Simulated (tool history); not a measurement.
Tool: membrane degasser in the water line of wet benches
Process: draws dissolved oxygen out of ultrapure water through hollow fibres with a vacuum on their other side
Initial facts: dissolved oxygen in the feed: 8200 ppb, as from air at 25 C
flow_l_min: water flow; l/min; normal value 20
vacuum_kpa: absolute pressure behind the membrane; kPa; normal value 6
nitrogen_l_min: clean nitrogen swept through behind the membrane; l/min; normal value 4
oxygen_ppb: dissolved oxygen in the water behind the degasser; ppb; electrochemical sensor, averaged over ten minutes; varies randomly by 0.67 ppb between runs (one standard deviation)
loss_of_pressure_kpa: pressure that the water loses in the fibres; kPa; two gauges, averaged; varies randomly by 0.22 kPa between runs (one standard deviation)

run	hour	flow_l_min	vacuum_kpa	nitrogen_l_min	oxygen_ppb	loss_of_pressure_kpa
1	0	20	6	4	59.6	53.31
2	56	20	6	4	61.2	53.71
3	119.9	20	6	4	59.9	53.41
4	179.9	20	6	4	60.1	53.55
5	252.7	20	6	4	59.5	53.81
6	325.5	20	6	4	60.8	53.8
7	358.1	20	6	3.5	64.4	53.84
8	400.1	20	6	4	60.7	53.61
9	433.4	20	6	4	60.4	54.08
10	466.9	12	4.12	4	9	32.29
11	498.5	12	4.12	7.84	5.8	32.12
12	570.5	12	4.12	7.84	6.1	32.44

Run 13 comes next. What will it give?
13	620.7	28	6	1.71	?	?

oxygen_ppb: 188.9 ppb
loss_of_pressure_kpa: 75.24 kPa
With the hidden condition absent and the run-to-run variation left alone, this run would have shown oxygen_ppb 188.7 ppb, loss_of_pressure_kpa 75.23 kPa.

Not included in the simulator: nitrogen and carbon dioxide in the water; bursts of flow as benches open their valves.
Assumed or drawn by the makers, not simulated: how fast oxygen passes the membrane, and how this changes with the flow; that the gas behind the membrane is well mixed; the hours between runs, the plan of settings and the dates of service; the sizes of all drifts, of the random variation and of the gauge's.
